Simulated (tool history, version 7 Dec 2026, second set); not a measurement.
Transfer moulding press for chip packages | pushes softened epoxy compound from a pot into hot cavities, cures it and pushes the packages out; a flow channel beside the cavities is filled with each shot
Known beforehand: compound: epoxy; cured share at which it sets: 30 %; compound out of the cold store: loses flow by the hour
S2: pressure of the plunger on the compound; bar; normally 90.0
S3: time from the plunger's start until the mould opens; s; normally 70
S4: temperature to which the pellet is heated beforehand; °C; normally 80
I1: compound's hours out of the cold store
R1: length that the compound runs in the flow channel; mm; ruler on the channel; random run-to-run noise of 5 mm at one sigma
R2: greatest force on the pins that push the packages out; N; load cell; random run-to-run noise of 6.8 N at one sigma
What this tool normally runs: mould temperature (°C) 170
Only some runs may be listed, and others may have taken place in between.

run 1 hour=0.0 | mould_temperature_(°C)=170 S2=90.0 S3=70 S4=80 | I1=42.5 | R1=519 R2=326
-- hour=37.7 plunger's sealing rings changed
run 2 hour=61.0 | mould_temperature_(°C)=170 S2=90.0 S3=70 S4=80 | I1=46.2 | R1=546 R2=381
-- hour=66.5 cavities cleaned with cleaning compound and waxed
run 3 hour=110.4 | mould_temperature_(°C)=170 S2=90.0 S3=67 S4=80 | I1=17.1 | R1=646 R2=439
-- hour=151.9 cavities cleaned with cleaning compound and waxed
run 4 hour=181.1 | mould_temperature_(°C)=170 S2=90.0 S3=70 S4=80 | I1=45.8 | R1=531 R2=328
-- hour=239.3 cavities cleaned with cleaning compound and waxed
run 5 hour=271.4 | mould_temperature_(°C)=170 S2=90.0 S3=70 S4=80 | I1=21.8 | R1=598 R2=369
-- hour=327.4 cavities cleaned with cleaning compound and waxed
-- hour=347.6 plunger's sealing rings changed
run 6 hour=354.6 | mould_temperature_(°C)=170 S2=90.0 S3=103 S4=80 | I1=37.2 | R1=578 R2=208
run 7 hour=401.0 | mould_temperature_(°C)=170 S2=90.0 S3=103 S4=80 | I1=30.6 | R1=588 R2=243
-- hour=413.1 cavities cleaned with cleaning compound and waxed
run 8 hour=456.4 | mould_temperature_(°C)=170 S2=90.0 S3=103 S4=80 | I1=47.2 | R1=533 R2=236
-- hour=501.2 cavities cleaned with cleaning compound and waxed
run 9 hour=537.7 | mould_temperature_(°C)=170 S2=90.0 S3=103 S4=80 | I1=26.3 | R1=583 R2=239
-- hour=589.2 cavities cleaned with cleaning compound and waxed
run 10 hour=611.6 | mould_temperature_(°C)=170 S2=90.0 S3=70 S4=80 | I1=21.0 | R1=594 R2=368
-- hour=651.5 plunger's sealing rings changed
run 11 hour=670.7 | mould_temperature_(°C)=170 S2=90.0 S3=64 S4=80 | I1=11.4 | R1=667 R2=549
-- hour=678.8 cavities cleaned with cleaning compound and waxed
run 12 hour=716.0 | mould_temperature_(°C)=170 S2=96.8 S3=64 S4=80 | I1=46.1 | R1=563 R2=440
-- hour=762.0 cavities cleaned with cleaning compound and waxed
run 13 hour=779.7 | mould_temperature_(°C)=170 S2=96.8 S3=64 S4=80 | I1=12.0 | R1=676 R2=450
-- hour=843.7 mould's thermocouples calibrated
run 14 hour=843.7 | mould_temperature_(°C)=170 S2=102.0 S3=64 S4=89 | I1=36.4 | R1=581 R2=435
-- hour=853.3 cavities cleaned with cleaning compound and waxed
run 15 hour=891.2 | mould_temperature_(°C)=170 S2=88.5 S3=62 S4=76 | I1=44.6 | R1=515 R2=436
run 16 hour=932.7 | mould_temperature_(°C)=175 S2=105.0 S3=56 S4=76 | I1=36.5 | R1=571 R2=471
-- hour=942.3 cavities cleaned with cleaning compound and waxed
-- hour=961.6 plunger's sealing rings changed
-- hour=1029.4 cavities cleaned with cleaning compound and waxed
run 17 hour=1030.9 | mould_temperature_(°C)=175 S2=105.0 S3=56 S4=76 | I1=39.9 | R1=591 R2=344
-- hour=1113.2 cavities cleaned with cleaning compound and waxed
run 18 hour=1113.2 | mould_temperature_(°C)=175 S2=96.8 S3=58 S4=83 | I1=18.3 | R1=627 R2=331
run 19 hour=1176.0 | mould_temperature_(°C)=170 S2=71.3 S3=106 S4=72 | I1=10.0 | R1=570 R2=240
-- hour=1204.0 cavities cleaned with cleaning compound and waxed
run 20 hour=1226.2 | mould_temperature_(°C)=170 S2=90.0 S3=77 S4=88 | I1=18.8 | R1=604 R2=271
-- hour=1266.4 plunger's sealing rings changed
-- hour=1292.6 cavities cleaned with cleaning compound and waxed
run 21 hour=1297.0 | mould_temperature_(°C)=170 S2=90.0 S3=77 S4=88 | I1=34.6 | R1=584 R2=240
run 22 hour=1369.3 | mould_temperature_(°C)=170 S2=84.1 S3=70 S4=80 | I1=32.8 | R1=551 R2=385

Forecast run 23:
-- hour=1376.4 cavities cleaned with cleaning compound and waxed
run 23 hour=1439.7 | mould_temperature_(°C)=166 S2=69.9 S3=54 S4=78 | I1=43.3 | R1=? R2=?

R1: 471 mm
R2: 854 N
With no hidden state in the tool, this same run would have given R1 490 mm, R2 633 N.
